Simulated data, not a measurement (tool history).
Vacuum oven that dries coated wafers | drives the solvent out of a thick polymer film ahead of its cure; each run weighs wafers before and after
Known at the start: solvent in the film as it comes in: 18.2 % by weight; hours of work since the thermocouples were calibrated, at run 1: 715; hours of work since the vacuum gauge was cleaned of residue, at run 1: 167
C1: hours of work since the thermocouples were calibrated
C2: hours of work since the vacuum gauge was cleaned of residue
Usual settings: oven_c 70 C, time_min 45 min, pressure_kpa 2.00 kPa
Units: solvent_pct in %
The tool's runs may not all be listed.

run 1 hour=0.0 | oven_c=70 time_min=45 pressure_kpa=2.00 | C1=715 C2=167 | solvent_pct=3.05
run 2 hour=6.9 | oven_c=70 time_min=45 pressure_kpa=2.00 | C1=719 C2=172 | solvent_pct=3.04
run 3 hour=15.0 | oven_c=70 time_min=45 pressure_kpa=2.00 | C1=724 C2=177 | solvent_pct=3.09
run 4 hour=25.6 | oven_c=70 time_min=45 pressure_kpa=2.00 | C1=731 C2=183 | solvent_pct=3.04
run 5 hour=34.8 | oven_c=70 time_min=45 pressure_kpa=2.00 | C1=736 C2=188 | solvent_pct=3.00
run 6 hour=48.0 | oven_c=70 time_min=45 pressure_kpa=2.00 | C1=744 C2=196 | solvent_pct=3.08
run 7 hour=55.3 | oven_c=70 time_min=45 pressure_kpa=1.64 | C1=749 C2=201 | solvent_pct=2.66
run 8 hour=69.7 | oven_c=70 time_min=45 pressure_kpa=1.64 | C1=757 C2=210 | solvent_pct=2.75
run 9 hour=81.1 | oven_c=70 time_min=34 pressure_kpa=2.00 | C1=764 C2=216 | solvent_pct=3.82
run 10 hour=95.9 | oven_c=70 time_min=34 pressure_kpa=2.00 | C1=773 C2=225 | solvent_pct=3.88
run 11 hour=109.0 | oven_c=70 time_min=34 pressure_kpa=2.00 | C1=781 C2=233 | solvent_pct=3.93
run 12 hour=120.3 | oven_c=70 time_min=34 pressure_kpa=2.00 | C1=788 C2=240 | solvent_pct=3.80
run 13 hour=131.4 | oven_c=70 time_min=34 pressure_kpa=2.00 | C1=794 C2=247 | solvent_pct=3.80
run 14 hour=141.0 | oven_c=70 time_min=34 pressure_kpa=2.00 | C1=800 C2=252 | solvent_pct=3.89
run 15 hour=155.4 | oven_c=70 time_min=34 pressure_kpa=2.00 | C1=809 C2=261 | solvent_pct=3.74
run 16 hour=162.5 | oven_c=70 time_min=34 pressure_kpa=2.00 | C1=813 C2=265 | solvent_pct=3.71
run 17 hour=173.5 | oven_c=70 time_min=34 pressure_kpa=2.00 | C1=820 C2=272 | solvent_pct=3.68
run 18 hour=184.4 | oven_c=70 time_min=34 pressure_kpa=2.00 | C1=826 C2=279 | solvent_pct=3.83
run 19 hour=191.8 | oven_c=70 time_min=56 pressure_kpa=2.00 | C1=831 C2=283 | solvent_pct=2.60
run 20 hour=199.2 | oven_c=70 time_min=45 pressure_kpa=2.00 | C1=835 C2=288 | solvent_pct=3.11
run 21 hour=213.5 | oven_c=70 time_min=45 pressure_kpa=2.00 | C1=844 C2=296 | solvent_pct=3.15
run 22 hour=224.1 | oven_c=70 time_min=45 pressure_kpa=2.00 | C1=850 C2=303 | solvent_pct=2.90
run 23 hour=235.4 | oven_c=70 time_min=45 pressure_kpa=2.00 | C1=857 C2=309 | solvent_pct=3.05
run 24 hour=247.2 | oven_c=81 time_min=55 pressure_kpa=6.99 | C1=864 C2=317 | solvent_pct=5.06
run 25 hour=253.2 | oven_c=62 time_min=55 pressure_kpa=3.68 | C1=868 C2=320 | solvent_pct=6.86
run 26 hour=263.4 | oven_c=57 time_min=46 pressure_kpa=2.00 | C1=874 C2=326 | solvent_pct=6.80
run 27 hour=271.4 | oven_c=61 time_min=45 pressure_kpa=4.04 | C1=879 C2=331 | solvent_pct=8.42
run 28 hour=279.5 | oven_c=61 time_min=45 pressure_kpa=4.04 | C1=884 C2=336 | solvent_pct=8.32
run 29 hour=286.1 | oven_c=61 time_min=45 pressure_kpa=4.04 | C1=888 C2=340 | solvent_pct=8.36
run 30 hour=296.3 | oven_c=61 time_min=45 pressure_kpa=4.04 | C1=894 C2=346 | solvent_pct=8.34
run 31 hour=310.1 | oven_c=62 time_min=45 pressure_kpa=2.00 | C1=902 C2=354 | solvent_pct=5.22
run 32 hour=317.9 | oven_c=62 time_min=45 pressure_kpa=2.00 | C1=907 C2=359 | solvent_pct=5.19
run 33 hour=326.1 | oven_c=58 time_min=55 pressure_kpa=2.76 | C1=912 C2=364 | solvent_pct=7.04
run 34 hour=339.7 | oven_c=58 time_min=55 pressure_kpa=7.87 | C1=920 C2=372 | solvent_pct=15.17
run 35 hour=350.0 | oven_c=58 time_min=55 pressure_kpa=7.87 | C1=926 C2=378 | solvent_pct=15.05
run 36 hour=360.8 | oven_c=80 time_min=48 pressure_kpa=1.27 | C1=933 C2=385 | solvent_pct=1.17
run 37 hour=369.7 | oven_c=80 time_min=48 pressure_kpa=1.27 | C1=938 C2=390 | solvent_pct=1.09
run 38 hour=381.1 | oven_c=70 time_min=53 pressure_kpa=6.59 | C1=945 C2=397 | solvent_pct=7.69
run 39 hour=395.6 | oven_c=55 time_min=45 pressure_kpa=6.19 | C1=954 C2=406 | solvent_pct=14.37
run 40 hour=407.9 | oven_c=66 time_min=45 pressure_kpa=7.20 | C1=961 C2=413 | solvent_pct=10.36
run 41 hour=415.5 | oven_c=70 time_min=33 pressure_kpa=1.33 | C1=966 C2=418 | solvent_pct=3.30
run 42 hour=423.7 | oven_c=70 time_min=45 pressure_kpa=7.58 | C1=971 C2=423 | solvent_pct=8.91
run 43 hour=430.2 | oven_c=70 time_min=45 pressure_kpa=7.58 | C1=975 C2=427 | solvent_pct=9.09
run 44 hour=442.9 | oven_c=70 time_min=45 pressure_kpa=7.58 | C1=982 C2=434 | solvent_pct=8.88
run 45 hour=449.4 | oven_c=77 time_min=35 pressure_kpa=6.61 | C1=986 C2=438 | solvent_pct=5.91
run 46 hour=459.2 | oven_c=77 time_min=35 pressure_kpa=6.61 | C1=992 C2=444 | solvent_pct=6.04

3 ways to go on from here, each from the tool as it stands after run 46. What would each give?
run A hour=466.9 | oven_c=65 time_min=45 pressure_kpa=2.89 | C1=997 C2=449 | solvent_pct=?
run B hour=466.9 | oven_c=83 time_min=48 pressure_kpa=4.56 | C1=997 C2=449 | solvent_pct=?
run C hour=466.9 | oven_c=77 time_min=50 pressure_kpa=2.00 | C1=997 C2=449 | solvent_pct=?

run=A solvent_pct=5.35
run=B solvent_pct=3.10
run=C solvent_pct=1.96
Without the tool's hidden state the same runs would have given:
run=A solvent_pct=5.65
run=B solvent_pct=3.20
run=C solvent_pct=1.99
